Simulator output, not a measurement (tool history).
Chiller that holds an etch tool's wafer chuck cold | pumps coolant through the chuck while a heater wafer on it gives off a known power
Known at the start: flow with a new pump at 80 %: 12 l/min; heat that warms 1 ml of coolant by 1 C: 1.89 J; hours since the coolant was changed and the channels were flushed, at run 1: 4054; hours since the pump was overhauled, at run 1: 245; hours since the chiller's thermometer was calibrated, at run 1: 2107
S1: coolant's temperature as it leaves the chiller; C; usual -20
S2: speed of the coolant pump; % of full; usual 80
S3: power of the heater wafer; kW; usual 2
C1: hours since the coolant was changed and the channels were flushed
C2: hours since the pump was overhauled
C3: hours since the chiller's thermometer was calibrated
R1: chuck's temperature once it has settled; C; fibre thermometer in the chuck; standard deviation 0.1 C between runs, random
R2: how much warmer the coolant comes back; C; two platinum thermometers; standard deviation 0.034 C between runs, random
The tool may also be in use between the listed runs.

{"run": 1, "day": 0.0, "S1": -20, "S2": 80, "S3": 2, "C1": 4054, "C2": 245, "C3": 2107, "R1": -2.2, "R2": 5.25}
{"day": 0.625, "done": "coolant changed, channels flushed"}
{"run": 2, "day": 1.288, "S1": -20, "S2": 98, "S3": 2, "C1": 16, "C2": 270, "C3": 2131, "R1": -4.4, "R2": 4.28}
{"run": 3, "day": 1.942, "S1": -20, "S2": 98, "S3": 2, "C1": 32, "C2": 286, "C3": 2147, "R1": -4.3, "R2": 4.21}
{"run": 4, "day": 2.892, "S1": -20, "S2": 98, "S3": 2, "C1": 54, "C2": 309, "C3": 2170, "R1": -4.5, "R2": 4.25}
{"run": 5, "day": 3.546, "S1": -20, "S2": 98, "S3": 2, "C1": 70, "C2": 324, "C3": 2186, "R1": -4.3, "R2": 4.28}
{"run": 6, "day": 4.483, "S1": -20, "S2": 98, "S3": 2, "C1": 93, "C2": 347, "C3": 2208, "R1": -4.5, "R2": 4.24}
{"run": 7, "day": 5.725, "S1": -20, "S2": 80, "S3": 2, "C1": 122, "C2": 377, "C3": 2238, "R1": -2.4, "R2": 5.26}
{"run": 8, "day": 6.788, "S1": -20, "S2": 80, "S3": 2, "C1": 148, "C2": 402, "C3": 2263, "R1": -2.4, "R2": 5.27}
{"run": 9, "day": 7.371, "S1": -20, "S2": 80, "S3": 2, "C1": 162, "C2": 416, "C3": 2277, "R1": -2.2, "R2": 5.3}
{"run": 10, "day": 8.021, "S1": -20, "S2": 80, "S3": 2.389, "C1": 177, "C2": 432, "C3": 2293, "R1": 1.2, "R2": 6.31}
{"run": 11, "day": 8.75, "S1": -20, "S2": 80, "S3": 2.389, "C1": 195, "C2": 449, "C3": 2311, "R1": 1, "R2": 6.32}
{"run": 12, "day": 9.792, "S1": -25, "S2": 80, "S3": 2.389, "C1": 220, "C2": 474, "C3": 2336, "R1": -4, "R2": 6.28}
{"run": 13, "day": 10.55, "S1": -25, "S2": 80, "S3": 2.389, "C1": 238, "C2": 492, "C3": 2354, "R1": -3.9, "R2": 6.3}
{"run": 14, "day": 11.321, "S1": -25, "S2": 80, "S3": 2.389, "C1": 257, "C2": 511, "C3": 2372, "R1": -3.8, "R2": 6.31}
{"run": 15, "day": 12.3, "S1": -25, "S2": 69, "S3": 2.389, "C1": 280, "C2": 535, "C3": 2396, "R1": -1.9, "R2": 7.46}
{"run": 16, "day": 13.108, "S1": -25, "S2": 69, "S3": 2.389, "C1": 300, "C2": 554, "C3": 2415, "R1": -1.7, "R2": 7.39}
{"run": 17, "day": 13.825, "S1": -25, "S2": 69, "S3": 2.389, "C1": 317, "C2": 571, "C3": 2432, "R1": -1.9, "R2": 7.38}
{"run": 18, "day": 15.067, "S1": -25, "S2": 69, "S3": 2.389, "C1": 347, "C2": 601, "C3": 2462, "R1": -1.7, "R2": 7.44}
{"run": 19, "day": 15.933, "S1": -20, "S2": 80, "S3": 1.092, "C1": 367, "C2": 622, "C3": 2483, "R1": -10.4, "R2": 2.89}
{"run": 20, "day": 16.479, "S1": -20, "S2": 77, "S3": 2.517, "C1": 380, "C2": 635, "C3": 2496, "R1": 2.7, "R2": 6.92}
{"run": 21, "day": 17.529, "S1": -20, "S2": 77, "S3": 2.517, "C1": 406, "C2": 660, "C3": 2521, "R1": 2.7, "R2": 6.91}
{"run": 22, "day": 18.421, "S1": -15, "S2": 97, "S3": 1.66, "C1": 427, "C2": 681, "C3": 2543, "R1": -1.9, "R2": 3.64}
{"run": 23, "day": 19.533, "S1": -17, "S2": 88, "S3": 1.418, "C1": 454, "C2": 708, "C3": 2569, "R1": -5.2, "R2": 3.38}
{"run": 24, "day": 20.725, "S1": -20, "S2": 68, "S3": 2, "C1": 482, "C2": 737, "C3": 2598, "R1": -0.3, "R2": 6.33}
{"run": 25, "day": 21.467, "S1": -20, "S2": 80, "S3": 2.067, "C1": 500, "C2": 754, "C3": 2616, "R1": -2, "R2": 5.41}
{"run": 26, "day": 22.267, "S1": -29, "S2": 80, "S3": 2.067, "C1": 519, "C2": 774, "C3": 2635, "R1": -10.8, "R2": 5.48}
{"run": 27, "day": 22.85, "S1": -20, "S2": 100, "S3": 1.264, "C1": 533, "C2": 788, "C3": 2649, "R1": -10.2, "R2": 2.62}
{"run": 28, "day": 23.808, "S1": -20, "S2": 100, "S3": 1.264, "C1": 556, "C2": 811, "C3": 2672, "R1": -10.3, "R2": 2.64}
{"run": 29, "day": 24.438, "S1": -27, "S2": 80, "S3": 1.431, "C1": 571, "C2": 826, "C3": 2687, "R1": -14.4, "R2": 3.79}
{"run": 30, "day": 25.479, "S1": -23, "S2": 80, "S3": 2.254, "C1": 596, "C2": 851, "C3": 2712, "R1": -3.3, "R2": 5.92}
{"run": 31, "day": 26.567, "S1": -18, "S2": 96, "S3": 1.928, "C1": 623, "C2": 877, "C3": 2738, "R1": -2.9, "R2": 4.16}

Hidden condition of the tool, last listed run before each entry between runs versus first listed run after:
Logged between run 1 and run 2: coolant changed, channels flushed (day 0.625)
  heat passed by the chuck's channels, % of clean ones': 99.9 -> 100
